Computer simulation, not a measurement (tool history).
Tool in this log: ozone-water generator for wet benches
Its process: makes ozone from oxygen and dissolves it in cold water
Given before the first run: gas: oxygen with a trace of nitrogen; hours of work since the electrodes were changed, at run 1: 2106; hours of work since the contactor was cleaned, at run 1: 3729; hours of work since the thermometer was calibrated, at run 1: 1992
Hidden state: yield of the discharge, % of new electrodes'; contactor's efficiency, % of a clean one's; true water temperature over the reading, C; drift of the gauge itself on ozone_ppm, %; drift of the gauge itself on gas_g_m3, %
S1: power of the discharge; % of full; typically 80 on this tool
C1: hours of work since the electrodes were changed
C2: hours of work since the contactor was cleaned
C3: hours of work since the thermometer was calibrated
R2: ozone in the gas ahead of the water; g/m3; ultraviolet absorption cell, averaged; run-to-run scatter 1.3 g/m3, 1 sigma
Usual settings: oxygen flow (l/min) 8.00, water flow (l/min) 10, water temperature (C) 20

Run 1, hour 0.0: usual settings; C1 2106; C2 3729; C3 1992. Result: dissolved ozone (ppm) 37.4, R2 210.7 g/m3.
Run 2, hour 50.7: usual settings; C1 2151; C2 3774; C3 2037. Result: dissolved ozone (ppm) 37.2, R2 212.3 g/m3.
Run 3, hour 82.2: usual settings; C1 2179; C2 3802; C3 2065. Result: dissolved ozone (ppm) 36.9, R2 213.4 g/m3.
Run 4, hour 127.9: usual settings; C1 2220; C2 3843; C3 2106. Result: dissolved ozone (ppm) 36.5, R2 212.4 g/m3.
Run 5, hour 155.8: usual settings but oxygen flow (l/min) 7.26; C1 2245; C2 3868; C3 2131. Result: dissolved ozone (ppm) 37.0, R2 216.6 g/m3.
Run 6, hour 191.7: usual settings but oxygen flow (l/min) 7.26; C1 2277; C2 3900; C3 2163. Result: dissolved ozone (ppm) 37.2, R2 217.9 g/m3.
Run 7, hour 227.1: usual settings but oxygen flow (l/min) 7.26; C1 2308; C2 3931; C3 2194. Result: dissolved ozone (ppm) 37.1, R2 215.8 g/m3.
Run 8, hour 260.4: usual settings but oxygen flow (l/min) 5.26; C1 2338; C2 3961; C3 2224. Result: dissolved ozone (ppm) 36.6, R2 239.9 g/m3.
At hour 264.9: water thermometer calibrated.
Run 9, hour 291.4: usual settings but oxygen flow (l/min) 5.26; C1 2365; C2 3988; C3 24. Result: dissolved ozone (ppm) 36.9, R2 238.3 g/m3.
Run 10, hour 356.9: usual settings but water temperature (C) 27; C1 2423; C2 4046; C3 82. Result: dissolved ozone (ppm) 31.0, R2 209.7 g/m3.
Run 11, hour 425.8: usual settings but water temperature (C) 27; C1 2484; C2 4108; C3 143. Result: dissolved ozone (ppm) 30.3, R2 208.2 g/m3.
Run 12, hour 488.2: usual settings but water temperature (C) 27; C1 2540; C2 4163; C3 199. Result: dissolved ozone (ppm) 30.7, R2 208.0 g/m3.
At hour 521.9: water thermometer calibrated, once more.
Run 13, hour 526.0: usual settings but water temperature (C) 27; C1 2573; C2 4196; C3 4. Result: dissolved ozone (ppm) 30.3, R2 208.5 g/m3.
Run 14, hour 569.6: usual settings but oxygen flow (l/min) 6.48, water temperature (C) 26; C1 2612; C2 4235; C3 42. Result: dissolved ozone (ppm) 31.7, R2 223.6 g/m3.
Run 15, hour 602.0: usual settings but oxygen flow (l/min) 6.48, water temperature (C) 26; C1 2641; C2 4264; C3 71. Result: dissolved ozone (ppm) 31.5, R2 219.7 g/m3.
Run 16, hour 633.5: usual settings but S1 83 % of full, oxygen flow (l/min) 6.48, water temperature (C) 26; C1 2669; C2 4292; C3 99. Result: dissolved ozone (ppm) 32.2, R2 222.0 g/m3.
Run 17, hour 666.8: usual settings but S1 60 % of full, oxygen flow (l/min) 6.48, water flow (l/min) 12, water temperature (C) 14; C1 2698; C2 4321; C3 129. Result: dissolved ozone (ppm) 31.1, R2 192.0 g/m3.
Run 18, hour 731.7: usual settings but S1 70 % of full; C1 2756; C2 4379; C3 187. Result: dissolved ozone (ppm) 33.7, R2 192.5 g/m3.
Run 19, hour 761.9: usual settings but S1 44 % of full, oxygen flow (l/min) 8.04, water temperature (C) 14; C1 2783; C2 4406; C3 213. Result: dissolved ozone (ppm) 30.5, R2 153.4 g/m3.
Run 20, hour 818.5: usual settings but oxygen flow (l/min) 7.91, water flow (l/min) 12; C1 2833; C2 4456; C3 264. Result: dissolved ozone (ppm) 32.2, R2 208.0 g/m3.
Run 21, hour 855.9: usual settings but oxygen flow (l/min) 7.91, water flow (l/min) 9; C1 2866; C2 4490; C3 297. Result: dissolved ozone (ppm) 37.9, R2 204.7 g/m3.
Run 22, hour 907.5: usual settings but S1 64 % of full, water flow (l/min) 6; C1 2912; C2 4536; C3 343. Result: dissolved ozone (ppm) 40.0, R2 184.7 g/m3.

Some steps in dissolved ozone (ppm), run to run, broken into two amounts with sign: the step expected even without the hidden condition (settings, incoming material, random variation), and the rest, left for the hidden condition together with whatever gauge scatter is not in both the measured and the hidden-condition-free result:
Run 9 -> 10: oxygen flow (l/min) 5.26 -> 8.00, water temperature (C) 20 -> 27. dissolved ozone (ppm) -5.9: hidden state +0.7, all else -6.6.
Run 18 -> 19: S1 70 -> 44, oxygen flow (l/min) 8.00 -> 8.04, water temperature (C) 20 -> 14. dissolved ozone (ppm) -3.2: hidden state +1.4, all else -4.6.
Run 19 -> 20: S1 44 -> 80, oxygen flow (l/min) 8.04 -> 7.91, water flow (l/min) 10 -> 12, water temperature (C) 14 -> 20. dissolved ozone (ppm) +1.7: hidden state -1.8, all else +3.5.
Run 20 -> 21: water flow (l/min) 12 -> 9. dissolved ozone (ppm) +5.7: hidden state -0.7, all else +6.4.
